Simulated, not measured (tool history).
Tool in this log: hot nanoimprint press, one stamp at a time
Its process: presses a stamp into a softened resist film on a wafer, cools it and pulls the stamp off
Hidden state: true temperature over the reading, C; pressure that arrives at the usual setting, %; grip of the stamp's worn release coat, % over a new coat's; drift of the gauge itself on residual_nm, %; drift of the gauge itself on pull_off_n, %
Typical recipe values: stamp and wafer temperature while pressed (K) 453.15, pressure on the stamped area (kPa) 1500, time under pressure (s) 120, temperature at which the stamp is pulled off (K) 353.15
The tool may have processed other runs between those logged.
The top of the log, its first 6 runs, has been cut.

run   hour  stamp and wafer temperature while pressed (K)  pressure on the stamped area (kPa)  time under pressure (s)  temperature at which the stamp is pulled off (K)  hours of work since the thermocouple was calibrated  imprints on the stamp's release coat  hours of work since the press's seals were changed  resist left under the stamp's widest pad (Å)  greatest force while the stamp is pulled off (N)
  7  123.7                                         442.15                                1500                      120                                            353.15                                                   25                                  1166                                                 251                                          1208                                               237
  8  147.2                                         442.15                                1500                      120                                            353.15                                                   35                                  1198                                                 261                                          1207                                               230
  9  168.3                                         446.15                                1500                      120                                            353.15                                                   44                                  1227                                                 270                                          1026                                               240
 10  187.6                                         446.15                                1500                      120                                            353.15                                                   52                                  1254                                                 279                                          1023                                               230
 11  200.2                                         453.15                                1500                      120                                            353.15                                                   57                                  1271                                                 284                                           763                                               230
 12  226.2                                         453.15                                1320                      120                                            353.15                                                   69                                  1307                                                 295                                           817                                               236
 13  238.8                                         453.15                                1500                      120                                            352.15                                                   74                                  1325                                                 301                                           759                                               238
 14  262.2                                         453.15                                1500                      120                                            352.15                                                   84                                  1357                                                 311                                           764                                               231
 15  273.7                                         453.15                                1500                      120                                            353.15                                                   89                                  1373                                                 316                                           762                                               228
 16  297.8                                         453.15                                1500                      120                                            351.15                                                   99                                  1406                                                 326                                           760                                               236
 17  321.1                                         458.15                                1500                      120                                            353.15                                                  109                                  1438                                                 336                                           617                                               231
 18  338.3                                         441.15                                2310                      108                                            356.15                                                  117                                  1462                                                 344                                          1066                                               215
 19  363.2                                         459.15                                 960                      108                                            356.15                                                  128                                  1496                                                 354                                           792                                               220
 20  375.8                                         444.15                                1950                       79                                            356.15                                                  133                                  1514                                                 360                                          1117                                               219
 21  399.4                                         444.15                                1950                       79                                            356.15                                                  143                                  1546                                                 370                                          1116                                               213
 22  410.9                                         458.15                                1950                       73                                            356.15                                                  148                                  1562                                                 375                                           637                                               214
 23    430                                         458.15                                1950                       73                                            356.15                                                  156                                  1589                                                 383                                           636                                               224
 24    454                                         458.15                                1950                       77                                            356.15                                                  167                                  1622                                                 393                                           620                                               211
 25  477.9                                         444.15                                1500                      200                                            353.15                                                  177                                  1655                                                 404                                           950                                               226
 26  502.3                                         456.15                                1510                      125                                            344.15                                                  187                                  1689                                                 414                                           653                                               274
 27  523.2                                         456.15                                1000                       86                                            353.15                                                  196                                  1718                                                 423                                           943                                               221
 28  544.9                                         453.15                                1500                      120                                            353.15                                                  206                                  1748                                                 432                                           760                                               230
 29  567.7                                         453.15                                1500                      120                                            353.15                                                  215                                  1779                                                 442                                           762                                               230
 30  579.4                                         453.15                                1500                      120                                            360.15                                                  220                                  1795                                                 447                                           761                                               197
 31  605.4                                         450.15                                1240                      120                                            348.15                                                  232                                  1831                                                 458                                           954                                               262

Consider 3 possible next runs. They are alternatives, not a sequence: every one starts from the tool as it was left by run 31. What does each give?
  A   620                                         453.15                                1500                      120                                            342.15                                                  238                                  1851                                                 465                                             ?                                                 ?
  B   620                                         453.15                                1500                      138                                            343.15                                                  238                                  1851                                                 465                                             ?                                                 ?
  C   620                                         446.15                                1920                      138                                            353.15                                                  238                                  1851                                                 465                                             ?                                                 ?

run  resist left under the stamp's widest pad (Å)  greatest force while the stamp is pulled off (N)
  A                                           761                                               285
  B                                           727                                               275
  C                                           864                                               237
Without the tool's hidden state the same runs would have given:
run  resist left under the stamp's widest pad (Å)  greatest force while the stamp is pulled off (N)
  A                                           761                                               281
  B                                           727                                               271
  C                                           864                                               233
